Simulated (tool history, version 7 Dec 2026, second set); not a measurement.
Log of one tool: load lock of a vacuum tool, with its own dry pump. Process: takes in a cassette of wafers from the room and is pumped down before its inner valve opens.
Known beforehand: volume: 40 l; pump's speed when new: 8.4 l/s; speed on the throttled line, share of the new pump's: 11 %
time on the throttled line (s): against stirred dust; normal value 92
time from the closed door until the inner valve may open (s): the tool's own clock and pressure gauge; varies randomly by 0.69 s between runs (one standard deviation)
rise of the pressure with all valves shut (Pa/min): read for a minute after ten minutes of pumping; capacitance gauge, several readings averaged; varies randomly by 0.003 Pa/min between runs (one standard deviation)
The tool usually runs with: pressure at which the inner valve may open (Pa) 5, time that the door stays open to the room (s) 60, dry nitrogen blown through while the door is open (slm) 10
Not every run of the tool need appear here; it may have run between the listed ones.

run	day	time on the throttled line (s)	pressure at which the inner valve may open (Pa)	time that the door stays open to the room (s)	dry nitrogen blown through while the door is open (slm)	incoming humidity of the room's air, %	time from the closed door until the inner valve may open (s)	rise of the pressure with all valves shut (Pa/min)
1	0.000	92	5	60	10	45.1	129.7	0.042
2	3.579	92	5	60	10	47.0	131.2	0.042
3	6.796	92	5	60	10	45.3	129.5	0.032
4	10.492	92	5	98	10	39.3	129.4	0.039
5	13.179	92	5	98	10	44.5	130.4	0.047
6	18.371	92	7	60	10	46.2	127.9	0.040
7	21.033	92	7	60	10	45.9	128.2	0.046
8	24.750	92	7	60	10	45.2	128.2	0.039
9	30.296	92	5	93	10	45.0	130.1	0.051
10	33.050	92	5	60	10	42.1	130.6	0.042
11	38.288	92	5	60	10	46.0	129.9	0.045
12	44.008	92	6	60	10	45.8	130.4	0.041
13	49.479	92	5	60	10	44.7	130.7	0.040
14	54.929	92	5	60	10	43.8	129.9	0.038
15	58.146	92	5	60	10	45.8	130.8	0.042
16	64.150	54	5	60	10	48.1	97.1	0.044
17	68.150	54	5	60	10	48.2	96.3	0.040
18	71.592	54	5	60	10	48.1	96.5	0.043
19	77.092	54	5	60	10	42.3	96.7	0.043
20	81.975	54	8	35	36	46.8	95.1	0.026
21	85.762	54	8	35	14	46.1	94.2	0.034
22	88.846	172	5	60	10	44.0	202.7	0.039
23	91.967	92	4	126	10	46.5	131.3	0.057
24	98.333	116	7	37	8	43.7	150.5	0.041
25	104.042	50	7	124	9	43.1	91.4	0.051
26	108.325	176	7	32	9	43.9	203.1	0.041
27	114.438	80	7	32	10	40.7	119.3	0.032
28	118.217	111	7	32	10	43.5	145.7	0.035
29	121.808	104	7	141	25	47.3	139.4	0.042
30	126.971	121	7	28	25	45.2	155.5	0.033
31	131.271	147	5	26	8	45.2	179.3	0.037
32	135.233	147	8	106	8	44.6	177.1	0.052
33	139.517	147	8	106	8	45.9	177.3	0.051
34	143.762	147	8	106	8	45.7	178.7	0.055
35	148.712	116	6	60	40	41.9	151.0	0.025
36	154.183	116	8	60	19	45.5	150.7	0.035

For some of the steps in time from the closed door until the inner valve may open (s) from one run to the next: how much would appear even if the tool had no hidden state, given the settings, what came in and random variation, and how much remains for the hidden state plus any gauge scatter that the measured result and the result without hidden state don't share?
Unlogged tool condition in this case: pump's speed, % of a new pump's; leak at the door's seal, Pa l/s; drift of the gauge itself on ready_s, %; drift of the gauge itself on rise_pa_min, %.
Run 15 -> 16: time on the throttled line (s) 92 -> 54. time from the closed door until the inner valve may open (s) -33.7: hidden state +0.3, all else -34.0.
Run 21 -> 22: time on the throttled line (s) 54 -> 172, pressure at which the inner valve may open (Pa) 8 -> 5, time that the door stays open to the room (s) 35 -> 60, dry nitrogen blown through while the door is open (slm) 14 -> 10. time from the closed door until the inner valve may open (s) +108.5: hidden state -0.2, all else +108.7.
Run 25 -> 26: time on the throttled line (s) 50 -> 176, time that the door stays open to the room (s) 124 -> 32. time from the closed door until the inner valve may open (s) +111.7: hidden state -0.3, all else +112.0.
Run 26 -> 27: time on the throttled line (s) 176 -> 80, dry nitrogen blown through while the door is open (slm) 9 -> 10. time from the closed door until the inner valve may open (s) -83.8: hidden state +0.4, all else -84.2.
